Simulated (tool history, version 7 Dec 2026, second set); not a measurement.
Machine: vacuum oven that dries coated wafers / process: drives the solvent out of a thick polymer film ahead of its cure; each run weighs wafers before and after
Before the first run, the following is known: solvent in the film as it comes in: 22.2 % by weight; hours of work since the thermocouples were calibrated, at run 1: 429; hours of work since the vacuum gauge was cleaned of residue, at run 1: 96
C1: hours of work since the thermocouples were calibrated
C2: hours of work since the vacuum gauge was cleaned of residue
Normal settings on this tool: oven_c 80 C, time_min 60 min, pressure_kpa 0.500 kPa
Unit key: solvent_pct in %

run 1 hour=0.0 | oven_c=80 time_min=60 pressure_kpa=0.500 | C1=429 C2=96 | solvent_pct=1.17
run 2 hour=11.3 | oven_c=80 time_min=60 pressure_kpa=0.500 | C1=438 C2=105 | solvent_pct=1.20
run 3 hour=20.5 | oven_c=80 time_min=79 pressure_kpa=0.500 | C1=445 C2=111 | solvent_pct=0.60
run 4 hour=35.0 | oven_c=80 time_min=79 pressure_kpa=0.500 | C1=455 C2=122 | solvent_pct=0.59
run 5 hour=47.6 | oven_c=66 time_min=60 pressure_kpa=0.500 | C1=465 C2=131 | solvent_pct=7.33
run 6 hour=57.0 | oven_c=80 time_min=60 pressure_kpa=0.803 | C1=472 C2=138 | solvent_pct=1.31
run 7 hour=68.6 | oven_c=80 time_min=68 pressure_kpa=0.500 | C1=480 C2=147 | solvent_pct=0.84
-- hour=71.8 oven's thermocouples calibrated
run 8 hour=76.9 | oven_c=80 time_min=68 pressure_kpa=0.500 | C1=4 C2=152 | solvent_pct=0.81
run 9 hour=90.4 | oven_c=80 time_min=68 pressure_kpa=0.500 | C1=14 C2=162 | solvent_pct=0.85
run 10 hour=105.3 | oven_c=80 time_min=68 pressure_kpa=0.500 | C1=25 C2=173 | solvent_pct=0.84
run 11 hour=116.5 | oven_c=80 time_min=68 pressure_kpa=0.500 | C1=33 C2=181 | solvent_pct=0.82
run 12 hour=125.5 | oven_c=69 time_min=87 pressure_kpa=0.440 | C1=40 C2=188 | solvent_pct=3.29
run 13 hour=136.6 | oven_c=79 time_min=101 pressure_kpa=0.328 | C1=48 C2=196 | solvent_pct=0.32
run 14 hour=143.2 | oven_c=73 time_min=33 pressure_kpa=0.981 | C1=53 C2=201 | solvent_pct=7.46
run 15 hour=150.1 | oven_c=80 time_min=34 pressure_kpa=0.788 | C1=58 C2=206 | solvent_pct=3.55
-- hour=161.5 oven's thermocouples calibrated, once more
run 16 hour=167.2 | oven_c=80 time_min=60 pressure_kpa=0.282 | C1=4 C2=217 | solvent_pct=1.25
run 17 hour=179.1 | oven_c=80 time_min=60 pressure_kpa=0.282 | C1=13 C2=226 | solvent_pct=1.25
run 18 hour=192.2 | oven_c=84 time_min=63 pressure_kpa=0.943 | C1=23 C2=236 | solvent_pct=0.75
run 19 hour=199.4 | oven_c=67 time_min=39 pressure_kpa=1.607 | C1=28 C2=241 | solvent_pct=10.44

Describe how what the log doesn't record of the tool's condition differs between the last listed run preceding each entry between runs and the first listed run following it.
Logged between run 7 and run 8: oven's thermocouples calibrated (hour 71.8)
  true wafer temperature over the reading, C: 0.82 -> 1.06
  difference, measured minus the result without the unlogged condition, solvent_pct: -0.15 -> -0.19 %
Logged between run 15 and run 16: oven's thermocouples calibrated, once more (hour 161.5)
  true wafer temperature over the reading, C: 1.13 -> 0.08; true pressure over the reading, kPa: 0.007 -> 0.008
  difference, measured minus the result without the unlogged condition, solvent_pct: -0.51 -> -0.02 %

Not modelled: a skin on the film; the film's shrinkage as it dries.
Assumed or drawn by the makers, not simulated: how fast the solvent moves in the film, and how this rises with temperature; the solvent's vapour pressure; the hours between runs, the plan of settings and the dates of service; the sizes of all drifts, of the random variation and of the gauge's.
